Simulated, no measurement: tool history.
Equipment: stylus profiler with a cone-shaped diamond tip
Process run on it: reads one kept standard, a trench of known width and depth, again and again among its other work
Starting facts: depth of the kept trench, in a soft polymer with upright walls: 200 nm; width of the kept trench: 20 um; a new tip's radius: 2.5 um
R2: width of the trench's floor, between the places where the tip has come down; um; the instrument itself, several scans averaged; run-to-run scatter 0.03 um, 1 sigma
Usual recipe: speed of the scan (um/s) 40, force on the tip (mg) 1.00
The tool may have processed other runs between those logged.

run 1 hour=0.0 | speed_of_the_scan_(um/s)=40 force_on_the_tip_(mg)=1.00 | depth_of_the_trench_(nm)=200.20 R2=17.40
run 2 hour=78.5 | speed_of_the_scan_(um/s)=40 force_on_the_tip_(mg)=1.12 | depth_of_the_trench_(nm)=200.08 R2=17.42
run 3 hour=138.1 | speed_of_the_scan_(um/s)=40 force_on_the_tip_(mg)=1.12 | depth_of_the_trench_(nm)=200.01 R2=17.36
run 4 hour=189.9 | speed_of_the_scan_(um/s)=40 force_on_the_tip_(mg)=1.12 | depth_of_the_trench_(nm)=200.00 R2=17.37
-- hour=198.6 height scale calibrated on a step standard
run 5 hour=275.3 | speed_of_the_scan_(um/s)=40 force_on_the_tip_(mg)=1.12 | depth_of_the_trench_(nm)=199.51 R2=17.36
run 6 hour=315.9 | speed_of_the_scan_(um/s)=40 force_on_the_tip_(mg)=1.12 | depth_of_the_trench_(nm)=199.49 R2=17.35
run 7 hour=353.7 | speed_of_the_scan_(um/s)=22 force_on_the_tip_(mg)=1.00 | depth_of_the_trench_(nm)=199.16 R2=17.49
-- hour=358.7 height scale calibrated on a step standard, once more
run 8 hour=393.5 | speed_of_the_scan_(um/s)=120 force_on_the_tip_(mg)=0.58 | depth_of_the_trench_(nm)=200.59 R2=16.15
run 9 hour=452.4 | speed_of_the_scan_(um/s)=44 force_on_the_tip_(mg)=0.47 | depth_of_the_trench_(nm)=200.53 R2=16.98
run 10 hour=500.8 | speed_of_the_scan_(um/s)=25 force_on_the_tip_(mg)=0.66 | depth_of_the_trench_(nm)=200.58 R2=17.39
run 11 hour=548.5 | speed_of_the_scan_(um/s)=25 force_on_the_tip_(mg)=0.66 | depth_of_the_trench_(nm)=200.47 R2=17.41
run 12 hour=589.4 | speed_of_the_scan_(um/s)=25 force_on_the_tip_(mg)=0.66 | depth_of_the_trench_(nm)=200.26 R2=17.35
run 13 hour=643.5 | speed_of_the_scan_(um/s)=63 force_on_the_tip_(mg)=0.39 | depth_of_the_trench_(nm)=200.36 R2=16.69
run 14 hour=682.3 | speed_of_the_scan_(um/s)=97 force_on_the_tip_(mg)=1.99 | depth_of_the_trench_(nm)=201.10 R2=17.02

Measured result minus the same run's result without the hidden state. Both carry the same run-to-run variation, though not necessarily the same gauge scatter:
Unlogged tool condition in this case: radius of the tip, um; height scale over the true one, %; drift of the gauge itself on depth_nm, %; drift of the gauge itself on floor_um, %.
run=1 depth_of_the_trench_(nm)=-0.82 R2=-0.27
run=2 depth_of_the_trench_(nm)=-0.86 R2=-0.28
run=3 depth_of_the_trench_(nm)=-0.88 R2=-0.29
run=4 depth_of_the_trench_(nm)=-0.91 R2=-0.30
run=5 depth_of_the_trench_(nm)=-1.49 R2=-0.32
run=6 depth_of_the_trench_(nm)=-1.51 R2=-0.32
run=7 depth_of_the_trench_(nm)=-1.52 R2=-0.33
run=8 depth_of_the_trench_(nm)=-0.04 R2=-0.33
run=9 depth_of_the_trench_(nm)=-0.07 R2=-0.34
run=10 depth_of_the_trench_(nm)=-0.09 R2=-0.35
run=11 depth_of_the_trench_(nm)=-0.11 R2=-0.35
run=12 depth_of_the_trench_(nm)=-0.13 R2=-0.36
run=13 depth_of_the_trench_(nm)=-0.15 R2=-0.37
run=14 depth_of_the_trench_(nm)=-0.17 R2=-0.37
